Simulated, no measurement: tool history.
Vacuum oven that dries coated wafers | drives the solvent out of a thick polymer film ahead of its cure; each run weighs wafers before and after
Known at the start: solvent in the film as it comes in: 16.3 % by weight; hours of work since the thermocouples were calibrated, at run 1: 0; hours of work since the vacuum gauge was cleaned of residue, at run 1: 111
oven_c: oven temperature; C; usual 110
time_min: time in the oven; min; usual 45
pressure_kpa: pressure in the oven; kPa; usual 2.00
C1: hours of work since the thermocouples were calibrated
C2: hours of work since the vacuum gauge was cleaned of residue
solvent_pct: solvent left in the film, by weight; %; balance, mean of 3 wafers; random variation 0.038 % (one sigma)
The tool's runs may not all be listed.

run 1 hour=0.0 | oven_c=110 time_min=45 pressure_kpa=2.00 | C1=0 C2=111 | solvent_pct=2.39
run 2 hour=12.0 | oven_c=110 time_min=45 pressure_kpa=2.39 | C1=6 C2=117 | solvent_pct=2.53
run 3 hour=24.7 | oven_c=110 time_min=45 pressure_kpa=2.39 | C1=12 C2=123 | solvent_pct=2.50
run 4 hour=40.9 | oven_c=110 time_min=45 pressure_kpa=2.39 | C1=20 C2=131 | solvent_pct=2.53
run 5 hour=56.1 | oven_c=110 time_min=45 pressure_kpa=2.00 | C1=28 C2=139 | solvent_pct=2.45
run 6 hour=66.3 | oven_c=110 time_min=45 pressure_kpa=2.00 | C1=33 C2=144 | solvent_pct=2.43
run 7 hour=78.5 | oven_c=110 time_min=45 pressure_kpa=2.27 | C1=39 C2=150 | solvent_pct=2.55
run 8 hour=87.4 | oven_c=120 time_min=45 pressure_kpa=2.00 | C1=43 C2=154 | solvent_pct=1.04
run 9 hour=99.8 | oven_c=120 time_min=45 pressure_kpa=2.00 | C1=49 C2=160 | solvent_pct=1.06
run 10 hour=117.2 | oven_c=110 time_min=45 pressure_kpa=2.00 | C1=58 C2=169 | solvent_pct=2.44
run 11 hour=127.5 | oven_c=110 time_min=45 pressure_kpa=2.00 | C1=63 C2=174 | solvent_pct=2.41
run 12 hour=144.7 | oven_c=110 time_min=45 pressure_kpa=2.90 | C1=71 C2=183 | solvent_pct=2.66
run 13 hour=154.7 | oven_c=110 time_min=45 pressure_kpa=2.00 | C1=76 C2=187 | solvent_pct=2.43
run 14 hour=168.4 | oven_c=110 time_min=45 pressure_kpa=2.00 | C1=83 C2=194 | solvent_pct=2.39
run 15 hour=178.2 | oven_c=110 time_min=45 pressure_kpa=2.00 | C1=88 C2=199 | solvent_pct=2.44
run 16 hour=187.7 | oven_c=120 time_min=45 pressure_kpa=2.00 | C1=92 C2=204 | solvent_pct=1.08
run 17 hour=197.8 | oven_c=120 time_min=45 pressure_kpa=2.00 | C1=97 C2=209 | solvent_pct=1.03
run 18 hour=215.3 | oven_c=120 time_min=47 pressure_kpa=2.00 | C1=106 C2=217 | solvent_pct=1.04
run 19 hour=230.0 | oven_c=120 time_min=47 pressure_kpa=2.00 | C1=113 C2=225 | solvent_pct=1.01
run 20 hour=240.6 | oven_c=120 time_min=47 pressure_kpa=2.00 | C1=118 C2=230 | solvent_pct=1.03
run 21 hour=251.7 | oven_c=120 time_min=47 pressure_kpa=2.00 | C1=124 C2=235 | solvent_pct=0.94
run 22 hour=269.9 | oven_c=110 time_min=45 pressure_kpa=2.00 | C1=133 C2=244 | solvent_pct=2.43
run 23 hour=288.2 | oven_c=110 time_min=45 pressure_kpa=2.00 | C1=142 C2=253 | solvent_pct=2.43
run 24 hour=300.2 | oven_c=107 time_min=45 pressure_kpa=2.00 | C1=148 C2=259 | solvent_pct=3.10
run 25 hour=312.3 | oven_c=110 time_min=30 pressure_kpa=2.29 | C1=154 C2=265 | solvent_pct=4.19
run 26 hour=320.4 | oven_c=110 time_min=30 pressure_kpa=2.29 | C1=158 C2=269 | solvent_pct=4.19
run 27 hour=335.4 | oven_c=114 time_min=76 pressure_kpa=2.29 | C1=165 C2=276 | solvent_pct=1.01
run 28 hour=351.8 | oven_c=114 time_min=32 pressure_kpa=6.79 | C1=173 C2=285 | solvent_pct=4.29
run 29 hour=362.5 | oven_c=119 time_min=54 pressure_kpa=1.15 | C1=178 C2=290 | solvent_pct=0.68
-- hour=365.4 oven's thermocouples calibrated
run 30 hour=379.7 | oven_c=117 time_min=60 pressure_kpa=2.00 | C1=7 C2=297 | solvent_pct=0.96
run 31 hour=391.5 | oven_c=109 time_min=29 pressure_kpa=5.06 | C1=13 C2=303 | solvent_pct=5.49
run 32 hour=403.1 | oven_c=118 time_min=45 pressure_kpa=2.00 | C1=19 C2=309 | solvent_pct=1.27
run 33 hour=418.8 | oven_c=118 time_min=45 pressure_kpa=2.00 | C1=26 C2=317 | solvent_pct=1.31
-- hour=430.8 oven's thermocouples calibrated, once more
run 34 hour=431.9 | oven_c=118 time_min=45 pressure_kpa=2.00 | C1=1 C2=322 | solvent_pct=1.24
run 35 hour=439.5 | oven_c=102 time_min=47 pressure_kpa=4.42 | C1=4 C2=326 | solvent_pct=5.09
run 36 hour=449.0 | oven_c=110 time_min=45 pressure_kpa=2.61 | C1=9 C2=330 | solvent_pct=2.71
run 37 hour=463.8 | oven_c=110 time_min=79 pressure_kpa=2.00 | C1=16 C2=338 | solvent_pct=1.09
run 38 hour=480.6 | oven_c=124 time_min=23 pressure_kpa=2.22 | C1=25 C2=346 | solvent_pct=2.30
run 39 hour=498.6 | oven_c=124 time_min=56 pressure_kpa=4.15 | C1=33 C2=355 | solvent_pct=1.12
run 40 hour=508.2 | oven_c=95 time_min=56 pressure_kpa=4.95 | C1=38 C2=360 | solvent_pct=6.53
run 41 hour=516.4 | oven_c=109 time_min=45 pressure_kpa=2.00 | C1=42 C2=364 | solvent_pct=2.64
run 42 hour=524.3 | oven_c=109 time_min=45 pressure_kpa=2.00 | C1=46 C2=367 | solvent_pct=2.69
run 43 hour=532.5 | oven_c=109 time_min=45 pressure_kpa=2.00 | C1=50 C2=372 | solvent_pct=2.72
run 44 hour=548.2 | oven_c=109 time_min=45 pressure_kpa=2.00 | C1=58 C2=379 | solvent_pct=2.66
run 45 hour=563.3 | oven_c=109 time_min=23 pressure_kpa=2.00 | C1=65 C2=387 | solvent_pct=5.63
run 46 hour=572.0 | oven_c=120 time_min=81 pressure_kpa=1.42 | C1=70 C2=391 | solvent_pct=0.45
run 47 hour=580.5 | oven_c=111 time_min=45 pressure_kpa=2.00 | C1=74 C2=395 | solvent_pct=2.30

4 ways to go on from here, each from the tool as it stands after run 47. What would each give?
run A hour=588.9 | oven_c=104 time_min=45 pressure_kpa=7.50 | C1=78 C2=399 | solvent_pct=?
run B hour=588.9 | oven_c=111 time_min=31 pressure_kpa=4.93 | C1=78 C2=399 | solvent_pct=?
run C hour=588.9 | oven_c=111 time_min=75 pressure_kpa=1.04 | C1=78 C2=399 | solvent_pct=?
run D hour=588.9 | oven_c=111 time_min=58 pressure_kpa=5.43 | C1=78 C2=399 | solvent_pct=?

run=A solvent_pct=6.01
run=B solvent_pct=4.60
run=C solvent_pct=0.76
run=D solvent_pct=2.77
Without the tool's hidden state the same runs would have given:
run=A solvent_pct=5.85
run=B solvent_pct=4.47
run=C solvent_pct=0.68
run=D solvent_pct=2.66
